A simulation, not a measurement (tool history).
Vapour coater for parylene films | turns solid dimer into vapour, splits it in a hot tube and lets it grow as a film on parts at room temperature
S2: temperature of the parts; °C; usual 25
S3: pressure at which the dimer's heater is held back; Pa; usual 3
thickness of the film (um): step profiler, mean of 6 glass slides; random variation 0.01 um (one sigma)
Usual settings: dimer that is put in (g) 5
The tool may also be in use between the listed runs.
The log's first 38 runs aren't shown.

{"run": 39, "day": 45.15, "dimer that is put in (g)": 4, "S2": 29, "S3": 2.05, "thickness of the film (um)": 1.71}
{"run": 40, "day": 46.421, "dimer that is put in (g)": 9, "S2": 29, "S3": 7.96, "thickness of the film (um)": 3.52}
{"run": 41, "day": 47.146, "dimer that is put in (g)": 5, "S2": 21, "S3": 3.79, "thickness of the film (um)": 2.81}
{"run": 42, "day": 48.675, "dimer that is put in (g)": 2, "S2": 18, "S3": 2.17, "thickness of the film (um)": 1.32}
{"run": 43, "day": 50.05, "dimer that is put in (g)": 7, "S2": 19, "S3": 9.3, "thickness of the film (um)": 4.02}
{"run": 44, "day": 50.921, "dimer that is put in (g)": 7, "S2": 34, "S3": 3.86, "thickness of the film (um)": 2.38}
{"run": 45, "day": 52.142, "dimer that is put in (g)": 5, "S2": 34, "S3": 2.73, "thickness of the film (um)": 1.74}
{"run": 46, "day": 53.2, "dimer that is put in (g)": 5, "S2": 34, "S3": 2.73, "thickness of the film (um)": 1.73}
{"run": 47, "day": 54.442, "dimer that is put in (g)": 5, "S2": 34, "S3": 2.73, "thickness of the film (um)": 1.74}

Forecast each of these 3 alternatives for the next run:
{"run": "A", "day": 55.588, "dimer that is put in (g)": 5, "S2": 25, "S3": 5.72, "thickness of the film (um)": "?"}
{"run": "B", "day": 55.588, "dimer that is put in (g)": 6, "S2": 25, "S3": 3, "thickness of the film (um)": "?"}
{"run": "C", "day": 55.588, "dimer that is put in (g)": 4, "S2": 18, "S3": 2.73, "thickness of the film (um)": "?"}

run=A thickness_of_the_film_(um)=2.35
run=B thickness_of_the_film_(um)=2.97
run=C thickness_of_the_film_(um)=2.61
Without the tool's hidden state the same runs would have given:
run=A thickness_of_the_film_(um)=2.31
run=B thickness_of_the_film_(um)=2.92
run=C thickness_of_the_film_(um)=2.57

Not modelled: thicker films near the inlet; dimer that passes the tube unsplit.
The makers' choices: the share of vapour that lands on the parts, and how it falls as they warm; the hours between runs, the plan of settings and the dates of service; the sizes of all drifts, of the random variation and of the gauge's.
